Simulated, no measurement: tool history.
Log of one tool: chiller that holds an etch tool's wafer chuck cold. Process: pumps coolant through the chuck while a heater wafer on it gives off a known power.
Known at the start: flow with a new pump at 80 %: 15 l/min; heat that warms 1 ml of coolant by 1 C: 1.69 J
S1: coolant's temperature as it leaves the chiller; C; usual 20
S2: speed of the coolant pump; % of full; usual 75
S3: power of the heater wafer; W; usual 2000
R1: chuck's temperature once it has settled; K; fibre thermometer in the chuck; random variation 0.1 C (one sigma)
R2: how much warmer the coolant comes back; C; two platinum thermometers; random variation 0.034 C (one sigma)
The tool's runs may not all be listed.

Run 1, hour 0: usual settings. Result: R1 307.45 K, R2 5.31 C.
Run 2, hour 53.5: usual settings. Result: R1 307.65 K, R2 5.24 C.
Run 3, hour 103.5: usual settings. Result: R1 307.65 K, R2 5.33 C.
Run 4, hour 164.2: usual settings. Result: R1 307.85 K, R2 5.24 C.
Run 5, hour 233.1: usual settings but S2 81 % of full. Result: R1 306.85 K, R2 4.81 C.
Run 6, hour 267.5: usual settings but S2 79 % of full. Result: R1 307.05 K, R2 5 C.
Run 7, hour 316.3: usual settings but S2 79 % of full. Result: R1 307.05 K, R2 5.02 C.
Run 8, hour 357.2: usual settings but S2 79 % of full. Result: R1 307.15 K, R2 5.03 C.
Run 9, hour 417.1: usual settings. Result: R1 307.85 K, R2 5.28 C.
Run 10, hour 469.3: usual settings. Result: R1 307.75 K, R2 5.32 C.
Run 11, hour 505.8: usual settings. Result: R1 307.75 K, R2 5.33 C.
Run 12, hour 567.4: usual settings. Result: R1 307.95 K, R2 5.29 C.
Run 13, hour 619.7: usual settings. Result: R1 308.05 K, R2 5.35 C.
Run 14, hour 680.5: usual settings but S3 1923 W. Result: R1 307.45 K, R2 5.15 C.
Run 15, hour 735.8: usual settings but S3 1923 W. Result: R1 307.25 K, R2 5.1 C.
Run 16, hour 802.9: usual settings but S3 1923 W. Result: R1 307.45 K, R2 5.14 C.
Run 17, hour 882.5: usual settings but S1 23 C, S2 84 % of full, S3 2115 W. Result: R1 310.55 K, R2 4.99 C.
Run 18, hour 933.3: usual settings but S1 19 C, S2 84 % of full, S3 2115 W. Result: R1 306.45 K, R2 4.96 C.
Run 19, hour 972.8: usual settings but S1 19 C, S2 84 % of full, S3 2115 W. Result: R1 306.65 K, R2 4.99 C.
Run 20, hour 1023.9: usual settings but S1 19 C, S2 84 % of full, S3 2115 W. Result: R1 306.65 K, R2 5 C.
Run 21, hour 1081.6: usual settings but S1 19 C, S2 84 % of full, S3 2115 W. Result: R1 306.45 K, R2 5 C.
Run 22, hour 1160.3: usual settings but S1 14 C, S2 84 % of full, S3 2772 W. Result: R1 306.05 K, R2 6.57 C.
Run 23, hour 1230.8: usual settings but S1 12 C, S2 90 % of full, S3 1069 W. Result: R1 292.25 K, R2 2.31 C.
Run 24, hour 1288.4: usual settings but S2 80 % of full, S3 1712 W. Result: R1 305.45 K, R2 4.39 C.
Run 25, hour 1367.3: usual settings but S2 80 % of full, S3 1712 W. Result: R1 305.55 K, R2 4.26 C.
Run 26, hour 1446.7: usual settings but S1 15 C, S2 80 % of full, S3 1029 W. Result: R1 295.45 K, R2 2.6 C.
Run 27, hour 1490.7: usual settings but S1 15 C, S2 80 % of full, S3 1029 W. Result: R1 295.75 K, R2 2.61 C.
Run 28, hour 1545.2: usual settings but S1 12 C, S2 63 % of full, S3 1926 W. Result: R1 302.45 K, R2 6.26 C.
Run 29, hour 1578.9: usual settings but S1 12 C, S2 85 % of full, S3 1413 W. Result: R1 294.75 K, R2 3.3 C.
Run 30, hour 1641.7: usual settings but S1 10 C, S2 69 % of full, S3 1139 W. Result: R1 292.55 K, R2 3.37 C.
Run 31, hour 1708.1: usual settings but S1 16 C, S2 86 % of full, S3 2248 W. Result: R1 304.45 K, R2 5.29 C.
Run 32, hour 1788.4: usual settings but S1 13 C, S2 64 % of full, S3 1161 W. Result: R1 296.45 K, R2 3.73 C.

4 ways to go on from here, each from the tool as it stands after run 32. What would each give?
At hour 1842.6: chiller's thermometer calibrated.
Run A, hour 1863.5: usual settings but S1 18 C, S2 64 % of full, S3 2847 W. Result: R1 ?, R2 ?.
At hour 1842.6: chiller's thermometer calibrated.
Run B, hour 1863.5: usual settings but S1 24 C, S2 64 % of full, S3 2915 W. Result: R1 ?, R2 ?.
At hour 1842.6: chiller's thermometer calibrated.
Run C, hour 1863.5: usual settings but S1 14 C, S2 76 % of full, S3 2394 W. Result: R1 ?, R2 ?.
At hour 1842.6: chiller's thermometer calibrated.
Run D, hour 1863.5: usual settings but S1 13 C, S2 60 % of full, S3 1161 W. Result: R1 ?, R2 ?.

run      R1    R2
  A  316.05  9.11
  B  322.45  9.41
  C  305.05  6.39
  D  296.75  4.04
Without the tool's hidden state the same runs would have given:
run      R1    R2
  A  311.55  8.51
  B  317.85  8.79
  C  301.85  5.97
  D  294.85  3.78
